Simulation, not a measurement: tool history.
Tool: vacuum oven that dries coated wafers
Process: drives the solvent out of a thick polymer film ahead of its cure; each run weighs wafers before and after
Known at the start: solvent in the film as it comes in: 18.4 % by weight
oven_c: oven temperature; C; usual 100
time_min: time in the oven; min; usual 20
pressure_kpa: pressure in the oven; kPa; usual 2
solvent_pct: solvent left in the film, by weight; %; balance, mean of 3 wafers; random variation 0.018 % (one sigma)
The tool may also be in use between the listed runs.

{"run": 1, "hour": 0.0, "oven_c": 100, "time_min": 20, "pressure_kpa": 2, "solvent_pct": 2.42}
{"run": 2, "hour": 22.9, "oven_c": 92, "time_min": 20, "pressure_kpa": 2, "solvent_pct": 4.33}
{"hour": 45.5, "done": "oven's thermocouples calibrated"}
{"run": 3, "hour": 63.9, "oven_c": 109, "time_min": 20, "pressure_kpa": 2, "solvent_pct": 1.2}
{"run": 4, "hour": 98.2, "oven_c": 109, "time_min": 20, "pressure_kpa": 2, "solvent_pct": 1.2}
{"hour": 116.4, "done": "oven's thermocouples calibrated, once more"}
{"run": 5, "hour": 126.9, "oven_c": 109, "time_min": 20, "pressure_kpa": 2, "solvent_pct": 0.96}
{"run": 6, "hour": 154.1, "oven_c": 109, "time_min": 20, "pressure_kpa": 2, "solvent_pct": 0.95}
{"run": 7, "hour": 203.2, "oven_c": 100, "time_min": 20, "pressure_kpa": 1.05, "solvent_pct": 1.92}
{"run": 8, "hour": 244.1, "oven_c": 100, "time_min": 20, "pressure_kpa": 2, "solvent_pct": 2.18}
{"run": 9, "hour": 269.4, "oven_c": 100, "time_min": 20, "pressure_kpa": 2, "solvent_pct": 2.18}
{"run": 10, "hour": 311.4, "oven_c": 100, "time_min": 20, "pressure_kpa": 2, "solvent_pct": 2.21}
{"run": 11, "hour": 338.0, "oven_c": 100, "time_min": 20, "pressure_kpa": 2, "solvent_pct": 2.21}
{"run": 12, "hour": 378.8, "oven_c": 100, "time_min": 20, "pressure_kpa": 2, "solvent_pct": 2.21}
{"run": 13, "hour": 422.5, "oven_c": 100, "time_min": 20, "pressure_kpa": 2, "solvent_pct": 2.25}
{"run": 14, "hour": 458.2, "oven_c": 113, "time_min": 20, "pressure_kpa": 2, "solvent_pct": 0.69}
{"run": 15, "hour": 492.9, "oven_c": 113, "time_min": 20, "pressure_kpa": 2, "solvent_pct": 0.7}
{"run": 16, "hour": 541.0, "oven_c": 100, "time_min": 20, "pressure_kpa": 2, "solvent_pct": 2.23}
{"run": 17, "hour": 573.8, "oven_c": 88, "time_min": 20, "pressure_kpa": 2, "solvent_pct": 5.16}
{"run": 18, "hour": 613.6, "oven_c": 88, "time_min": 20, "pressure_kpa": 2, "solvent_pct": 5.2}
{"run": 19, "hour": 656.9, "oven_c": 100, "time_min": 20, "pressure_kpa": 2, "solvent_pct": 2.27}
{"run": 20, "hour": 702.3, "oven_c": 100, "time_min": 23, "pressure_kpa": 2, "solvent_pct": 1.82}
{"run": 21, "hour": 750.6, "oven_c": 100, "time_min": 23, "pressure_kpa": 4.16, "solvent_pct": 2.52}
{"run": 22, "hour": 797.1, "oven_c": 100, "time_min": 23, "pressure_kpa": 4.16, "solvent_pct": 2.53}
{"run": 23, "hour": 837.5, "oven_c": 100, "time_min": 23, "pressure_kpa": 4.16, "solvent_pct": 2.55}
{"run": 24, "hour": 877.3, "oven_c": 100, "time_min": 23, "pressure_kpa": 4.16, "solvent_pct": 2.5}
{"run": 25, "hour": 926.7, "oven_c": 100, "time_min": 23, "pressure_kpa": 4.16, "solvent_pct": 2.57}
{"run": 26, "hour": 956.8, "oven_c": 100, "time_min": 23, "pressure_kpa": 4.16, "solvent_pct": 2.58}
{"run": 27, "hour": 985.6, "oven_c": 100, "time_min": 23, "pressure_kpa": 4.16, "solvent_pct": 2.55}
{"run": 28, "hour": 1013.1, "oven_c": 89, "time_min": 24, "pressure_kpa": 1.67, "solvent_pct": 4.07}
{"run": 29, "hour": 1035.3, "oven_c": 89, "time_min": 24, "pressure_kpa": 1.67, "solvent_pct": 4.07}

The next listed run, before its measurement:
{"run": 30, "hour": 1067.9, "oven_c": 100, "time_min": 26, "pressure_kpa": 7.7, "solvent_pct": "?"}

{"run 30": {"solvent_pct": 3.34}}
Without the tool's hidden state the same run would have given solvent_pct 3.06 %.
